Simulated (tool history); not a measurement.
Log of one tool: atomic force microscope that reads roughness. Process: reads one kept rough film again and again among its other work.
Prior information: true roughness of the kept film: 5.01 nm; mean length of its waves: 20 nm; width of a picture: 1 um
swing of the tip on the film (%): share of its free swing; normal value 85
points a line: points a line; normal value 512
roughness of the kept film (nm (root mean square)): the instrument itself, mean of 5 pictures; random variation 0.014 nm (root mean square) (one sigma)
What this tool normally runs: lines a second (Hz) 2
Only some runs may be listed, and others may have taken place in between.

run    day  lines a second (Hz)  swing of the tip on the film (%)  points a line  roughness of the kept film (nm (root mean square))
  1      0                    2                                85            512                                               2.669
  2  0.688                    2                                85            512                                               2.482
     0.883  -- new tip fitted
  3  1.279                  2.5                                85            512                                               2.979
  4  1.638                    2                                85            512                                               2.983
  5  2.062                    2                                88            512                                               2.803
  6  2.583                    2                                88            295                                               2.586
  7  3.121                 0.65                                85            647                                               2.919
  8  3.842                 1.51                                85            455                                                2.49
     3.975  -- new tip fitted
  9  4.388                 1.35                                83            467                                               3.277
 10  4.783                 1.35                                83            467                                               3.157

Predict each of these 5 candidate next runs independently; none follows another, all start after run 10:
  A  5.454                 0.52                                58            717                                                   ?
  B  5.454                 3.23                                71            793                                                   ?
  C  5.454                 0.66                                77            621                                                   ?
  D  5.454                 2.02                                78            258                                                   ?
  E  5.454                    2                                85            698                                                   ?

run  roughness of the kept film (nm (root mean square))
  A                                               3.278
  B                                               2.834
  C                                               3.157
  D                                               2.806
  E                                               2.746
With the hidden condition removed and each run's random variation left untouched, the same runs would have given:
run  roughness of the kept film (nm (root mean square))
  A                                               3.958
  B                                               3.424
  C                                               3.812
  D                                               3.388
  E                                               3.317
